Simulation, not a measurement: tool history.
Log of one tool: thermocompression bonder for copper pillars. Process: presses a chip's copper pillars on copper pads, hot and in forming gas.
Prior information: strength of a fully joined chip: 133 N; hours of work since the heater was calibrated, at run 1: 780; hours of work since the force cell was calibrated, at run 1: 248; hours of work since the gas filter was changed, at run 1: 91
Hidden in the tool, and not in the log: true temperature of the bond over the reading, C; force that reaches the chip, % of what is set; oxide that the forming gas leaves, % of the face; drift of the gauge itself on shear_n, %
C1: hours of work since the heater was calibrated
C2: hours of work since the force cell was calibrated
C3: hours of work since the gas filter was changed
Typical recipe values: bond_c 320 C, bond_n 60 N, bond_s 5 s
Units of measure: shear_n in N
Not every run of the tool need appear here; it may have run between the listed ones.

run 1 hour=0 | bond_c=320 bond_n=60 bond_s=5 | C1=780 C2=248 C3=91 | shear_n=86.7
run 2 hour=72.5 | bond_c=320 bond_n=68 bond_s=5 | C1=810 C2=278 C3=122 | shear_n=91.2
run 3 hour=135.7 | bond_c=320 bond_n=68 bond_s=5 | C1=837 C2=305 C3=149 | shear_n=90.4
run 4 hour=212.6 | bond_c=320 bond_n=68 bond_s=5 | C1=869 C2=337 C3=181 | shear_n=89.8
run 5 hour=274.4 | bond_c=320 bond_n=68 bond_s=5 | C1=895 C2=363 C3=207 | shear_n=92
run 6 hour=353.9 | bond_c=307 bond_n=60 bond_s=5 | C1=928 C2=396 C3=240 | shear_n=78.7
run 7 hour=420.9 | bond_c=307 bond_n=60 bond_s=5 | C1=957 C2=425 C3=269 | shear_n=78.1
run 8 hour=471.4 | bond_c=307 bond_n=60 bond_s=5 | C1=978 C2=446 C3=290 | shear_n=79.5
-- hour=542.8 forming gas filter changed
run 9 hour=542.8 | bond_c=307 bond_n=60 bond_s=5 | C1=1008 C2=476 C3=0 | shear_n=76.4
run 10 hour=608.7 | bond_c=307 bond_n=60 bond_s=5 | C1=1036 C2=504 C3=28 | shear_n=77.4
run 11 hour=682.7 | bond_c=307 bond_n=60 bond_s=5 | C1=1067 C2=535 C3=59 | shear_n=78.2
run 12 hour=757.3 | bond_c=307 bond_n=60 bond_s=5 | C1=1098 C2=566 C3=90 | shear_n=77
run 13 hour=859.6 | bond_c=320 bond_n=60 bond_s=5 | C1=1141 C2=609 C3=133 | shear_n=85.3
run 14 hour=932.2 | bond_c=320 bond_n=43 bond_s=5 | C1=1172 C2=640 C3=164 | shear_n=74.5
run 15 hour=1018.5 | bond_c=320 bond_n=60 bond_s=5 | C1=1208 C2=676 C3=200 | shear_n=86.8
run 16 hour=1121.5 | bond_c=320 bond_n=60 bond_s=5 | C1=1251 C2=719 C3=244 | shear_n=88.2
run 17 hour=1220.7 | bond_c=320 bond_n=60 bond_s=5 | C1=1293 C2=761 C3=285 | shear_n=86.4
run 18 hour=1298 | bond_c=320 bond_n=60 bond_s=5 | C1=1326 C2=794 C3=318 | shear_n=86.1
-- hour=1305 forming gas filter changed
run 19 hour=1358.5 | bond_c=320 bond_n=60 bond_s=7 | C1=1351 C2=819 C3=23 | shear_n=94.8
-- hour=1411.6 heater calibrated with a thermocouple chip
run 20 hour=1412.8 | bond_c=347 bond_n=41 bond_s=3 | C1=1 C2=841 C3=45 | shear_n=79.5
run 21 hour=1492.4 | bond_c=347 bond_n=41 bond_s=3 | C1=34 C2=874 C3=78 | shear_n=77.7
run 22 hour=1584.2 | bond_c=320 bond_n=45 bond_s=5 | C1=73 C2=913 C3=117 | shear_n=78.8
run 23 hour=1626.4 | bond_c=331 bond_n=45 bond_s=5 | C1=90 C2=931 C3=134 | shear_n=84.6
-- hour=1662.4 force cell calibrated
run 24 hour=1724 | bond_c=320 bond_n=36 bond_s=11 | C1=131 C2=26 C3=175 | shear_n=88.6
run 25 hour=1783.7 | bond_c=337 bond_n=36 bond_s=7 | C1=156 C2=51 C3=200 | shear_n=88.4
run 26 hour=1877.7 | bond_c=295 bond_n=66 bond_s=9 | C1=196 C2=91 C3=240 | shear_n=85.3
run 27 hour=1960.6 | bond_c=320 bond_n=37 bond_s=12 | C1=230 C2=126 C3=274 | shear_n=91.2
run 28 hour=2003.5 | bond_c=311 bond_n=46 bond_s=6 | C1=248 C2=144 C3=292 | shear_n=74.7
-- hour=2073.2 forming gas filter changed
run 29 hour=2101.3 | bond_c=311 bond_n=46 bond_s=6 | C1=289 C2=185 C3=12 | shear_n=75.8
run 30 hour=2178.9 | bond_c=300 bond_n=40 bond_s=5 | C1=322 C2=217 C3=44 | shear_n=60.3
run 31 hour=2264 | bond_c=320 bond_n=73 bond_s=3 | C1=358 C2=253 C3=80 | shear_n=79.2
run 32 hour=2327.5 | bond_c=313 bond_n=73 bond_s=4 | C1=385 C2=280 C3=107 | shear_n=83.4
run 33 hour=2410.7 | bond_c=313 bond_n=73 bond_s=4 | C1=420 C2=315 C3=142 | shear_n=81.7
run 34 hour=2500.1 | bond_c=313 bond_n=73 bond_s=4 | C1=457 C2=352 C3=180 | shear_n=82.8
run 35 hour=2581.2 | bond_c=313 bond_n=73 bond_s=4 | C1=491 C2=386 C3=214 | shear_n=83.3
run 36 hour=2679.1 | bond_c=320 bond_n=42 bond_s=5 | C1=533 C2=428 C3=255 | shear_n=75.8
run 37 hour=2725.3 | bond_c=321 bond_n=44 bond_s=3 | C1=552 C2=447 C3=274 | shear_n=65.9
run 38 hour=2771.8 | bond_c=293 bond_n=60 bond_s=8 | C1=572 C2=467 C3=294 | shear_n=77.9

What differs in the tool's unlogged condition from the final listed run ahead of each entry between runs to the first listed run following it?
Between runs 8 and 9: forming gas filter changed (hour 542.8)
  oxide that the forming gas leaves, % of the face: 0.98 -> 0.5
Between runs 18 and 19: forming gas filter changed (hour 1305)
  true temperature of the bond over the reading, C: -0.5 -> -0.6; oxide that the forming gas leaves, % of the face: 1.01 -> 0.54
Between runs 19 and 20: heater calibrated with a thermocouple chip (hour 1411.6)
  true temperature of the bond over the reading, C: -0.6 -> 0; oxide that the forming gas leaves, % of the face: 0.54 -> 0.58
Between runs 23 and 24: force cell calibrated (hour 1662.4)
  force that reaches the chip, % of what is set: 100.7 -> 100; oxide that the forming gas leaves, % of the face: 0.71 -> 0.78
Between runs 28 and 29: forming gas filter changed (hour 2073.2)
  force that reaches the chip, % of what is set: 100.1 -> 100.2; oxide that the forming gas leaves, % of the face: 0.97 -> 0.53
